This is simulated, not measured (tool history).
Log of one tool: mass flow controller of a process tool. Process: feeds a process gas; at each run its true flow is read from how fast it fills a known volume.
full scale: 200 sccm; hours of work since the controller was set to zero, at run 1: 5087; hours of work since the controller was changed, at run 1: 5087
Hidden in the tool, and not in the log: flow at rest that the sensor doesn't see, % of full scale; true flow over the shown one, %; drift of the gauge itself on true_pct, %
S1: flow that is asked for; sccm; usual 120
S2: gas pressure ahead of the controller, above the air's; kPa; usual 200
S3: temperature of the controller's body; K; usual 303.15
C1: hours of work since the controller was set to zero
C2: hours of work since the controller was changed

run 1 hour=0.0 | S1=120 S2=200 S3=303.15 | C1=5087 C2=5087 | true_flow_(%)=99.02
run 2 hour=122.2 | S1=120 S2=200 S3=303.15 | C1=5129 C2=5129 | true_flow_(%)=98.98
run 3 hour=276.1 | S1=27 S2=200 S3=303.15 | C1=5182 C2=5182 | true_flow_(%)=98.26
run 4 hour=444.0 | S1=27 S2=200 S3=303.15 | C1=5239 C2=5239 | true_flow_(%)=98.08
run 5 hour=619.7 | S1=27 S2=200 S3=303.15 | C1=5300 C2=5300 | true_flow_(%)=97.88
run 6 hour=695.5 | S1=27 S2=200 S3=303.15 | C1=5326 C2=5326 | true_flow_(%)=97.92
run 7 hour=823.4 | S1=27 S2=200 S3=313.15 | C1=5369 C2=5369 | true_flow_(%)=96.51
run 8 hour=905.3 | S1=27 S2=200 S3=313.15 | C1=5397 C2=5397 | true_flow_(%)=96.53
run 9 hour=1019.0 | S1=27 S2=200 S3=313.15 | C1=5436 C2=5436 | true_flow_(%)=96.30
run 10 hour=1162.2 | S1=120 S2=268 S3=307.15 | C1=5485 C2=5485 | true_flow_(%)=97.61
run 11 hour=1273.7 | S1=70 S2=158 S3=310.15 | C1=5524 C2=5524 | true_flow_(%)=96.36
run 12 hour=1363.8 | S1=70 S2=158 S3=310.15 | C1=5554 C2=5554 | true_flow_(%)=96.36
run 13 hour=1463.5 | S1=84 S2=200 S3=300.15 | C1=5589 C2=5589 | true_flow_(%)=97.49
run 14 hour=1546.0 | S1=171 S2=219 S3=303.15 | C1=5617 C2=5617 | true_flow_(%)=97.84
run 15 hour=1621.0 | S1=33 S2=219 S3=297.15 | C1=5643 C2=5643 | true_flow_(%)=97.66
run 16 hour=1714.5 | S1=33 S2=219 S3=297.15 | C1=5675 C2=5675 | true_flow_(%)=97.60
run 17 hour=1834.3 | S1=33 S2=219 S3=297.15 | C1=5716 C2=5716 | true_flow_(%)=97.44
run 18 hour=1948.0 | S1=33 S2=219 S3=297.15 | C1=5755 C2=5755 | true_flow_(%)=97.27

5 ways to go on from here, each from the tool as it stands after run 18. What would each give?
run A hour=2051.7 | S1=138 S2=275 S3=301.15 | C1=5790 C2=5790 | true_flow_(%)=?
run B hour=2051.7 | S1=113 S2=164 S3=304.15 | C1=5790 C2=5790 | true_flow_(%)=?
run C hour=2051.7 | S1=33 S2=219 S3=307.15 | C1=5790 C2=5790 | true_flow_(%)=?
run D hour=2051.7 | S1=32 S2=256 S3=297.15 | C1=5790 C2=5790 | true_flow_(%)=?
run E hour=2051.7 | S1=30 S2=159 S3=294.15 | C1=5790 C2=5790 | true_flow_(%)=?

run=A true_flow_(%)=97.60
run=B true_flow_(%)=96.43
run=C true_flow_(%)=96.04
run=D true_flow_(%)=97.28
run=E true_flow_(%)=97.18
Without the tool's hidden state the same runs would have given:
run=A true_flow_(%)=99.85
run=B true_flow_(%)=98.65
run=C true_flow_(%)=98.23
run=D true_flow_(%)=99.50
run=E true_flow_(%)=99.39

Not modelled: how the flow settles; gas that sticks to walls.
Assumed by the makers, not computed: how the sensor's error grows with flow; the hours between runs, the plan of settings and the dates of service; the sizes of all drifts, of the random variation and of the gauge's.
